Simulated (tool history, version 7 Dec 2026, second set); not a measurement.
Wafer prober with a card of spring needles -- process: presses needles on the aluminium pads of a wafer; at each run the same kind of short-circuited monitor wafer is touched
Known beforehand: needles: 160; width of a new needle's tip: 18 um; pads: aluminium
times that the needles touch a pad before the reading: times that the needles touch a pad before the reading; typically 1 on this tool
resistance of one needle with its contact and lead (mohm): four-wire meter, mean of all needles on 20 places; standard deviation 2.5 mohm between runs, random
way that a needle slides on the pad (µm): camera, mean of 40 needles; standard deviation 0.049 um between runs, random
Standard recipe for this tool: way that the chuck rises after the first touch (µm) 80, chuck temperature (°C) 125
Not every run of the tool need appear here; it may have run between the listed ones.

run,hour,way that the chuck rises after the first touch (µm),chuck temperature (°C),times that the needles touch a pad before the reading,resistance of one needle with its contact and lead (mohm),way that a needle slides on the pad (µm)
1,0,80,125,1,292,19.4
# hour 14.6: tips cleaned on abrasive film
# hour 29.7: tips cleaned on abrasive film
2,33.5,80,125,2,290,19.33
# hour 43.1: tips cleaned on abrasive film
# hour 58: tips cleaned on abrasive film
# hour 70.7: tips cleaned on abrasive film
# hour 76.5: height of the first contact set anew
3,79.5,84,125,1,286,20.34
# hour 85.4: tips cleaned on abrasive film
# hour 100.8: tips cleaned on abrasive film
# hour 115.3: tips cleaned on abrasive film
# hour 129: tips cleaned on abrasive film
4,129,84,125,1,289,20.19
# hour 141.8: tips cleaned on abrasive film
# hour 157.5: tips cleaned on abrasive film
5,167.7,84,125,1,285,20.26
# hour 170.9: tips cleaned on abrasive film
# hour 183.7: tips cleaned on abrasive film
# hour 197.6: tips cleaned on abrasive film
6,197.6,80,125,1,283,19.26
# hour 212.9: tips cleaned on abrasive film
7,223.7,80,125,1,287,19.27
# hour 227: tips cleaned on abrasive film
# hour 239.7: tips cleaned on abrasive film
# hour 254.4: tips cleaned on abrasive film
8,263.8,80,125,1,285,19.19
# hour 270.2: tips cleaned on abrasive film
# hour 285: tips cleaned on abrasive film
9,289.4,80,79,1,273,19.14
# hour 298.6: tips cleaned on abrasive film
# hour 313.5: tips cleaned on abrasive film
# hour 328.6: tips cleaned on abrasive film
10,339.5,80,79,1,277,19.12
# hour 342.8: tips cleaned on abrasive film
# hour 358.7: tips cleaned on abrasive film
# hour 373.7: tips cleaned on abrasive film
11,383,80,79,1,276,19.23
# hour 389.4: tips cleaned on abrasive film
# hour 402.1: tips cleaned on abrasive film
12,406.6,92,125,1,283,21.98
# hour 415.5: tips cleaned on abrasive film
# hour 430.5: tips cleaned on abrasive film
# hour 445.2: tips cleaned on abrasive film
13,449.1,92,125,1,291,21.97
# hour 461: tips cleaned on abrasive film
# hour 469.9: height of the first contact set anew
# hour 475.3: tips cleaned on abrasive film
# hour 489.6: tips cleaned on abrasive film
14,501.7,92,125,1,283,21.96
# hour 504.9: tips cleaned on abrasive film
# hour 520.8: tips cleaned on abrasive film
# hour 535.9: tips cleaned on abrasive film
# hour 549.8: tips cleaned on abrasive film
15,549.8,92,125,1,290,21.94
# hour 564.5: tips cleaned on abrasive film
# hour 580.1: tips cleaned on abrasive film
# hour 595.2: tips cleaned on abrasive film
16,597.2,80,27,2,257,19.04
# hour 609.6: tips cleaned on abrasive film
# hour 624.7: tips cleaned on abrasive film
# hour 637.4: tips cleaned on abrasive film
17,639.5,68,27,2,259,16.16
# hour 651.6: tips cleaned on abrasive film
# hour 665.7: tips cleaned on abrasive film
# hour 681.5: tips cleaned on abrasive film
# hour 683.9: gauge calibrated
18,693.3,68,27,2,266,16.49
# hour 696.5: tips cleaned on abrasive film
# hour 711.8: tips cleaned on abrasive film
19,722.7,68,27,2,267,16.4
# hour 726: tips cleaned on abrasive film
# hour 738.7: tips cleaned on abrasive film
20,746,77,27,2,265,18.5
# hour 752.3: tips cleaned on abrasive film
# hour 768.1: tips cleaned on abrasive film
21,776,80,91,3,280,19.3
# hour 782.4: tips cleaned on abrasive film
# hour 798: tips cleaned on abrasive film
# hour 812.7: tips cleaned on abrasive film
# hour 826.1: tips cleaned on abrasive film
22,826.1,80,91,3,278,19.22
# hour 841.1: tips cleaned on abrasive film
# hour 856.9: tips cleaned on abrasive film
# hour 866.1: height of the first contact set anew
# hour 870.4: tips cleaned on abrasive film
23,870.4,80,91,3,281,19.13
# hour 886.2: tips cleaned on abrasive film
# hour 901.2: tips cleaned on abrasive film
24,905.8,80,91,3,275,19.15
# hour 914.7: tips cleaned on abrasive film
# hour 930.5: tips cleaned on abrasive film
25,940.3,88,78,3,271,21.19
# hour 943.6: tips cleaned on abrasive film
# hour 959.4: tips cleaned on abrasive film
# hour 973.2: tips cleaned on abrasive film
26,983,88,78,2,275,21.11
# hour 986.2: tips cleaned on abrasive film
# hour 1001.4: tips cleaned on abrasive film
# hour 1016.2: tips cleaned on abrasive film
27,1016.2,88,78,2,272,21.13
# hour 1032: tips cleaned on abrasive film
# hour 1047.2: tips cleaned on abrasive film
28,1056.9,88,78,2,275,21.08

What if the next run were any one of these 4? Each begins from the tool's condition after run 28:
# hour 1060.1: tips cleaned on abrasive film
# hour 1075.9: tips cleaned on abrasive film
# hour 1091.8: tips cleaned on abrasive film
# hour 1104.5: tips cleaned on abrasive film
A,1111,72,101,2,?,?
# hour 1060.1: tips cleaned on abrasive film
# hour 1075.9: tips cleaned on abrasive film
# hour 1091.8: tips cleaned on abrasive film
# hour 1104.5: tips cleaned on abrasive film
B,1111,80,38,1,?,?
# hour 1060.1: tips cleaned on abrasive film
# hour 1075.9: tips cleaned on abrasive film
# hour 1091.8: tips cleaned on abrasive film
# hour 1104.5: tips cleaned on abrasive film
C,1111,80,98,1,?,?
# hour 1060.1: tips cleaned on abrasive film
# hour 1075.9: tips cleaned on abrasive film
# hour 1091.8: tips cleaned on abrasive film
# hour 1104.5: tips cleaned on abrasive film
D,1111,79,125,1,?,?

run,resistance of one needle with its contact and lead (mohm),way that a needle slides on the pad (µm)
A,280,17.19
B,262,19.18
C,276,19.1
D,283,18.89
Take away the tool's hidden state, keep each run's random variation, and the runs would have read:
run,resistance of one needle with its contact and lead (mohm),way that a needle slides on the pad (µm)
A,279,17.38
B,262,19.4
C,275,19.32
D,283,19.1
